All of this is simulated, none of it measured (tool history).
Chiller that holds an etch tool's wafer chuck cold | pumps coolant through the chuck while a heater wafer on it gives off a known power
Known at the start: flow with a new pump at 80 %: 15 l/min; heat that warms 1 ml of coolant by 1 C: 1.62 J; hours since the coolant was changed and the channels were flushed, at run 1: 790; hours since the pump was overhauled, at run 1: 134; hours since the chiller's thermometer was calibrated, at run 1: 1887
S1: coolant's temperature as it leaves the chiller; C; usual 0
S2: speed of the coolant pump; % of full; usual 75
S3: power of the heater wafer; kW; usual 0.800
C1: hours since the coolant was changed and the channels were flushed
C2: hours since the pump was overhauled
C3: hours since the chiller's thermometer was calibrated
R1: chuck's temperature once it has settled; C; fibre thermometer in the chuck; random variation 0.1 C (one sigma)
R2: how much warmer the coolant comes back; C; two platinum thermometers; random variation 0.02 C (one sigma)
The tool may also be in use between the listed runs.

run,hour,S1,S2,S3,C1,C2,C3,R1,R2
1,0.0,0,75,0.800,790,134,1887,9.9,2.10
2,52.1,0,75,0.800,842,186,1939,10.0,2.08
3,81.2,0,75,0.800,872,215,1969,9.7,2.08
4,121.8,0,75,0.481,912,255,2009,5.9,1.26
# hour 128.4: chiller's thermometer calibrated
5,169.5,0,75,0.481,959,302,41,6.0,1.28
6,216.6,0,75,0.481,1006,349,88,6.2,1.25
7,256.6,0,75,0.481,1046,389,128,6.3,1.28
8,299.7,0,75,0.481,1089,432,171,6.3,1.30
9,325.2,0,75,0.672,1115,458,197,8.6,1.77
10,370.3,0,75,0.800,1160,503,242,10.3,2.13
11,397.0,0,75,0.800,1186,530,269,10.2,2.14
12,432.9,1,75,0.800,1222,565,305,11.1,2.17
13,464.9,-7,89,0.578,1254,597,337,-0.7,1.29
14,497.5,1,71,0.434,1287,630,369,6.9,1.20
15,545.7,0,75,0.686,1335,678,417,8.7,1.80
16,575.9,0,75,0.686,1365,708,448,8.8,1.82
17,607.0,0,66,0.416,1396,740,479,6.0,1.27
18,651.3,0,80,0.416,1441,784,523,4.9,1.03
19,688.1,-9,75,0.741,1478,821,560,0.3,1.95
20,749.7,2,79,0.591,1539,882,621,9.2,1.49
21,779.1,2,61,0.544,1568,912,651,10.4,1.79
22,812.4,-5,61,0.517,1602,945,684,2.9,1.68
23,863.6,-5,61,0.517,1653,996,735,2.7,1.68

How the hidden state differs across the entries between the runs, from the last listed run before each to the first after it:
Between runs 4 and 5: chiller's thermometer calibrated (hour 128.4)
  heat passed by the chuck's channels, % of clean ones': 98.6 -> 98.5; coolant's true temperature over the reading, C: -0.35 -> -0.09
  measured less the result without the state, R2: +0.01 -> +0.00 C
